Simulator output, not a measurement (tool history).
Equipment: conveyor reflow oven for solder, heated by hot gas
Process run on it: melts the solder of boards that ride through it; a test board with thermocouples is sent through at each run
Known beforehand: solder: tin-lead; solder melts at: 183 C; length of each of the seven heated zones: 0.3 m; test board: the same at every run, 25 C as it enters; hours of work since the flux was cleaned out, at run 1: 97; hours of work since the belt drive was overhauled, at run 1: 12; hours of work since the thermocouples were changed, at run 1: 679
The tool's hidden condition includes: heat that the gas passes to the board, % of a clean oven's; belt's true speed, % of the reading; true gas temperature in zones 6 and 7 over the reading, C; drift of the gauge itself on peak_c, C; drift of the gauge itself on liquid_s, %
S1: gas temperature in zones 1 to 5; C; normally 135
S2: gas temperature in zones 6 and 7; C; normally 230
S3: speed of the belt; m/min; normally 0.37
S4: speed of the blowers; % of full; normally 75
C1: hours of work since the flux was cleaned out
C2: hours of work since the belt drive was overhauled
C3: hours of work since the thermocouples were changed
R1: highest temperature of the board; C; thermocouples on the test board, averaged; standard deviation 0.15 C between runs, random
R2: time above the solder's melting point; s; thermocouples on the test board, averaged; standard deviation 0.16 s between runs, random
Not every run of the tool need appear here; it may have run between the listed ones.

run   hour   S1   S2     S3  S4   C1   C2   C3     R1    R2
  1      0  135  230   0.37  75   97   12  679  217.7  73.6
  2    6.2  135  230   0.37  75  100   15  682  217.5  73.4
  3   16.1  135  230   0.37  78  104   19  686  217.6  73.9
  4   28.2  135  230   0.37  78  109   24  691    218  73.4
  5   38.9  135  230   0.37  78  113   28  695  217.7  73.7
  6   43.9  135  230   0.37  75  115   30  697  217.4  73.2
  7   49.4  135  230   0.37  75  117   32  699  217.4  73.2
  8   55.9  135  230   0.37  75  120   35  702  217.3  73.3
  9   61.3  135  230   0.37  75  122   37  704  217.3  73.3
 10   69.2  135  230   0.37  75  125   40  707  217.5  73.4
 11   76.5  135  230   0.37  75  128   43  710  217.4  73.4
 12     85  135  230   0.37  75  131   46  713  217.2  73.6
 13   97.1  135  230   0.37  75  136   51  718  217.3  73.5
 14  102.3  135  230   0.37  75  138   53  720  217.2    73
 15  111.2  135  230   0.37  75  142   57  724  217.3  73.2
 16    118  135  230   0.37  75  145   60  727  217.2  73.4
 17  127.8  129  230  0.323  74  149   64  731  219.5  85.7
 18  138.7  138  230  0.372  74  153   68  735  217.3  74.2
 19  144.1  138  230  0.372  74  155   70  737  217.2  74.1
 20  155.6  123  226  0.378  73  160   75  742  211.2  60.6
 21  166.8  140  225  0.428  75  164   79  746  209.6  57.1
 22  172.1  124  225  0.435  75  166   81  748  206.3  46.2
 23  183.5  124  225  0.435  75  171   86  753    206  46.2
     196.1  -- thermocouples of zones 6 and 7 changed
 24  196.9  124  225  0.435  75  176   91    0  206.8  47.1
 25  206.3  124  225  0.435  75  179   94    4  206.8  46.5
 26  212.9  124  225  0.435  75  182   97    7  206.7    47
 27  218.7  124  225  0.435  75  184   99    9  206.9    47
 28  225.2  144  218   0.37  75  187  102   12  208.1  68.4
 29    231  144  218   0.37  75  189  104   14  208.1  68.7
 30  238.4  135  218   0.37  89  192  107   17  208.4  65.1
 31  249.2  135  218   0.37  89  197  112   21  208.2  64.8
 32  256.8  135  230   0.39  75  200  115   24    216  68.1

Forecast each of these 3 alternatives for the next run:
  A  268.9  129  230  0.36  75  204  119  29   ?   ?
  B  268.9  132  230  0.37  77  204  119  29   ?   ?
  C  268.9  135  244  0.39  75  204  119  29   ?   ?

run     R1    R2
  A  217.6  73.3
  B  217.7  72.3
  C  228.9  77.9
Without the tool's unlogged condition, the same runs would have read:
run     R1    R2
  A  218.4    74
  B  218.5    73
  C  229.8  78.3
